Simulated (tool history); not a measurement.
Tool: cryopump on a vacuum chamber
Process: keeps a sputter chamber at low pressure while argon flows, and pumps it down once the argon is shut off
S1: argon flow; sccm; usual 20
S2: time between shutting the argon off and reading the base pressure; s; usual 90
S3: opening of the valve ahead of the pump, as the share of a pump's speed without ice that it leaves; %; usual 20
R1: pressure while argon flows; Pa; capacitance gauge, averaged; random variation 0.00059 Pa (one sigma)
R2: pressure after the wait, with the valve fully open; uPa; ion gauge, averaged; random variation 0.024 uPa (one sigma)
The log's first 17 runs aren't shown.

Run 18, day 14.933: usual settings but S1 12 sccm, S2 112 s, S3 26 %. Result: R1 0.0373 Pa, R2 0.79 uPa.
Run 19, day 15.842: usual settings but S1 12 sccm, S2 112 s, S3 26 %. Result: R1 0.0376 Pa, R2 0.79 uPa.
Run 20, day 16.838: usual settings but S1 32 sccm, S2 44 s. Result: R1 0.1297 Pa, R2 1.65 uPa.
Run 21, day 17.954: usual settings but S1 32 sccm, S2 44 s. Result: R1 0.1299 Pa, R2 1.66 uPa.
Run 22, day 18.971: usual settings but S1 32 sccm, S2 44 s. Result: R1 0.1307 Pa, R2 1.71 uPa.
Run 23, day 19.833: usual settings but S1 32 sccm, S2 44 s. Result: R1 0.1301 Pa, R2 1.69 uPa.
Run 24, day 20.888: usual settings but S1 32 sccm, S2 44 s. Result: R1 0.1300 Pa, R2 1.65 uPa.
Run 25, day 21.946: usual settings but S1 32 sccm, S2 44 s. Result: R1 0.1306 Pa, R2 1.67 uPa.
Run 26, day 23.017: usual settings but S2 62 s, S3 18 %. Result: R1 0.0907 Pa, R2 1.30 uPa.
Run 27, day 23.962: usual settings but S2 21 s, S3 19 %. Result: R1 0.0863 Pa, R2 3.21 uPa.
Run 28, day 24.904: usual settings but S1 28 sccm, S3 25 %. Result: R1 0.0925 Pa, R2 0.97 uPa.
Run 29, day 25.925: usual settings but S1 23 sccm, S2 37 s, S3 32 %. Result: R1 0.0598 Pa, R2 1.97 uPa.
Run 30, day 26.600: usual settings but S1 18 sccm, S2 240 s, S3 25 %. Result: R1 0.0591 Pa, R2 0.58 uPa.
Run 31, day 27.404: usual settings but S1 18 sccm, S2 240 s, S3 25 %. Result: R1 0.0599 Pa, R2 0.55 uPa.

5 ways to go on from here, each from the tool as it stands after run 31. What would each give?
Run A, day 28.538: usual settings but S1 27 sccm. Result: R1 ?, R2 ?.
Run B, day 28.538: usual settings but S1 21 sccm, S2 211 s, S3 37 %. Result: R1 ?, R2 ?.
Run C, day 28.538: usual settings but S1 9 sccm, S2 45 s, S3 46 %. Result: R1 ?, R2 ?.
Run D, day 28.538: usual settings but S1 23 sccm, S2 59 s, S3 41 %. Result: R1 ?, R2 ?.
Run E, day 28.538: usual settings but S1 18 sccm, S2 240 s, S3 25 %. Result: R1 ?, R2 ?.

run      R1    R2
  A  0.1103  0.97
  B  0.0480  0.61
  C  0.0165  1.65
  D  0.0472  1.37
  E  0.0604  0.56
Without the tool's hidden state the same runs would have given:
run      R1    R2
  A  0.1076  0.82
  B  0.0460  0.46
  C  0.0157  1.50
  D  0.0449  1.22
  E  0.0586  0.40

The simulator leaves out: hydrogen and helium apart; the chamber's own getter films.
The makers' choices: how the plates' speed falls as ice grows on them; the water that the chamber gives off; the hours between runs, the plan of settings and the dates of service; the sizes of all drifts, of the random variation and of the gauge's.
